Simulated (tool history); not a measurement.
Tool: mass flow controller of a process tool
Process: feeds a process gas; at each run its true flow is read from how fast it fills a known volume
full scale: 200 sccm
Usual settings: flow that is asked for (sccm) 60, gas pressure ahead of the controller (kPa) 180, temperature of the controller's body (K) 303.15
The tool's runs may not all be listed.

| run | hour | flow that is asked for (sccm) | gas pressure ahead of the controller (kPa) | temperature of the controller's body (K) | true flow (%) |
|---|---|---|---|---|---|
| 1 | 0 | 60 | 180 | 303.15 | 98.57 |
| 2 | 40.3 | 60 | 180 | 303.15 | 98.63 |
| 3 | 127.8 | 60 | 180 | 303.15 | 98.69 |
| 4 | 170.4 | 94 | 180 | 303.15 | 98.95 |
| 5 | 217.6 | 94 | 180 | 303.15 | 98.94 |
| 6 | 307.4 | 29 | 180 | 303.15 | 98.07 |
| 7 | 352.5 | 29 | 180 | 303.15 | 97.97 |
| 8 | 410.8 | 60 | 180 | 301.15 | 98.33 |
| 9 | 456.1 | 60 | 180 | 301.15 | 98.21 |
| 10 | 515.5 | 60 | 180 | 301.15 | 98.27 |
| 11 | 580.6 | 60 | 158 | 301.15 | 98.09 |
| 12 | 624.3 | 60 | 158 | 301.15 | 98.04 |
| 13 | 689 | 60 | 180 | 303.15 | 98.39 |
| 14 | 737.6 | 60 | 180 | 303.15 | 98.35 |
| 15 | 775.7 | 60 | 180 | 303.15 | 98.27 |
| 16 | 828.2 | 60 | 275 | 300.15 | 98.47 |
| 17 | 882.6 | 60 | 275 | 300.15 | 98.37 |
| 18 | 949.3 | 60 | 275 | 300.15 | 98.46 |
| 19 | 999.3 | 147 | 240 | 306.15 | 100.02 |
| 20 | 1080.2 | 58 | 180 | 297.15 | 97.53 |
| 21 | 1146.5 | 142 | 156 | 297.15 | 98.36 |
| 22 | 1234.3 | 142 | 156 | 297.15 | 98.51 |
| 23 | 1320 | 195 | 202 | 297.15 | 99.28 |
| 24 | 1393.5 | 195 | 202 | 297.15 | 99.32 |
| 25 | 1461.3 | 195 | 202 | 297.15 | 99.38 |
| 26 | 1504.7 | 195 | 202 | 297.15 | 99.24 |
| 27 | 1580.5 | 78 | 180 | 303.15 | 98.25 |
| 28 | 1662.2 | 49 | 180 | 296.15 | 97.1 |
| 29 | 1726.6 | 21 | 180 | 296.15 | 96.68 |

Forecast each of these 3 alternatives for the next run:
| A | 1794.3 | 21 | 180 | 294.15 | ? |
| B | 1794.3 | 21 | 153 | 296.15 | ? |
| C | 1794.3 | 114 | 180 | 303.15 | ? |

| run | true flow (%) |
|---|---|
| A | 96.61 |
| B | 96.68 |
| C | 98.67 |
Without the tool's hidden state the same runs would have given:
| run | true flow (%) |
|---|---|
| A | 97.24 |
| B | 97.32 |
| C | 99.3 |
